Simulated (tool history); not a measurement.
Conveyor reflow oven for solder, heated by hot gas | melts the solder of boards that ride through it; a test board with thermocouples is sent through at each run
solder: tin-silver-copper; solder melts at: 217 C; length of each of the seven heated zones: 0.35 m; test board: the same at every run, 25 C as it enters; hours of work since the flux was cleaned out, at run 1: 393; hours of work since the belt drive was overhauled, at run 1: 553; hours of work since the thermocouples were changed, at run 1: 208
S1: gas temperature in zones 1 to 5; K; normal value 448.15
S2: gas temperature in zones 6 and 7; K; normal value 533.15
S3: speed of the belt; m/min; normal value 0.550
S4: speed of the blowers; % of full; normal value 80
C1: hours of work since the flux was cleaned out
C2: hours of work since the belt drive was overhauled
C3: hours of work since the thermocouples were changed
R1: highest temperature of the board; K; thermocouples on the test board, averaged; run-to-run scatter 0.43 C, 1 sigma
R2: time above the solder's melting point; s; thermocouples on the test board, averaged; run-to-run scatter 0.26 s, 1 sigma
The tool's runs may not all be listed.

run,hour,S1,S2,S3,S4,C1,C2,C3,R1,R2
1,0.0,448.15,533.15,0.550,80,393,553,208,522.05,57.5
2,11.9,448.15,533.15,0.550,80,401,562,217,522.65,57.6
3,18.0,448.15,533.15,0.626,80,406,567,221,519.95,47.0
4,27.3,448.15,533.15,0.626,80,413,574,228,519.05,46.3
5,33.4,448.15,533.15,0.626,80,418,578,233,519.35,46.7
6,42.0,447.15,533.15,0.550,80,424,585,239,522.85,57.0
7,47.8,447.15,533.15,0.550,80,428,589,244,522.85,57.2
8,57.5,448.15,533.15,0.550,80,436,596,251,522.95,57.2
9,64.0,448.15,533.15,0.550,80,440,601,256,522.25,57.2
10,73.5,448.15,533.15,0.550,80,448,608,263,523.25,57.5
11,85.4,448.15,533.15,0.550,80,457,617,272,522.75,57.1
12,91.8,448.15,533.15,0.550,74,461,622,276,521.85,55.6
13,102.8,448.15,533.15,0.550,80,470,630,285,522.15,57.2
14,110.0,448.15,533.15,0.550,80,475,636,290,523.45,57.4
15,119.2,448.15,533.15,0.550,82,482,643,297,522.65,57.3
16,126.6,458.15,533.15,0.644,82,487,648,303,520.35,50.0
17,131.7,458.15,524.15,0.542,67,491,652,306,513.85,54.4
# hour 144.7: flux residue cleaned out of gas plates and filters
18,148.1,450.15,540.15,0.465,89,3,660,315,536.25,80.0
19,159.9,448.15,524.15,0.619,80,11,669,324,514.45,44.0
20,171.6,458.15,523.15,0.567,80,20,678,333,515.75,55.3
21,178.6,457.15,533.15,0.550,78,25,683,338,525.45,63.1
22,186.2,460.15,539.15,0.578,80,31,689,343,530.55,63.7
23,196.6,448.15,525.15,0.550,80,39,697,351,518.55,54.2
24,202.5,461.15,533.15,0.550,63,43,701,356,523.55,62.5
25,213.1,461.15,533.15,0.550,63,51,709,364,523.05,62.5
26,223.0,461.15,533.15,0.658,63,59,717,371,518.55,47.2
27,230.6,461.15,533.15,0.658,63,64,722,377,518.25,47.2
28,236.6,461.15,544.15,0.658,63,69,727,381,528.05,53.1
29,243.0,461.15,544.15,0.625,78,74,732,386,532.95,59.8
30,253.3,454.15,538.15,0.497,74,81,739,394,531.25,72.9

Some steps in R1 between neighbouring runs. How much of each would the tool show without its hidden state too (settings, what came in, random variation), and how much is left for the hidden state, with any gauge scatter that isn't in both results?
The hidden state here: heat that the gas passes to the board, % of a clean oven's; belt's true speed, % of the reading; true gas temperature in zones 6 and 7 over the reading, C; drift of the gauge itself on peak_c, C; drift of the gauge itself on liquid_s, %.
Run 2 -> 3: S3 0.550 -> 0.626. R1 -2.70 K: hidden state -0.40, all else -2.30.
Run 16 -> 17: S2 533.15 -> 524.15, S3 0.644 -> 0.542, S4 82 -> 67. R1 -6.50 K: hidden state +0.70, all else -7.20.
Run 17 -> 18: S1 458.15 -> 450.15, S2 524.15 -> 540.15, S3 0.542 -> 0.465, S4 67 -> 89, flux residue cleaned out of gas plates and filters. R1 +22.40 K: hidden state +1.70, all else +20.70.
Run 18 -> 19: S1 450.15 -> 448.15, S2 540.15 -> 524.15, S3 0.465 -> 0.619, S4 89 -> 80. R1 -21.80 K: hidden state -0.10, all else -21.70.
Run 22 -> 23: S1 460.15 -> 448.15, S2 539.15 -> 525.15, S3 0.578 -> 0.550. R1 -12.00 K: hidden state +0.00, all else -12.00.

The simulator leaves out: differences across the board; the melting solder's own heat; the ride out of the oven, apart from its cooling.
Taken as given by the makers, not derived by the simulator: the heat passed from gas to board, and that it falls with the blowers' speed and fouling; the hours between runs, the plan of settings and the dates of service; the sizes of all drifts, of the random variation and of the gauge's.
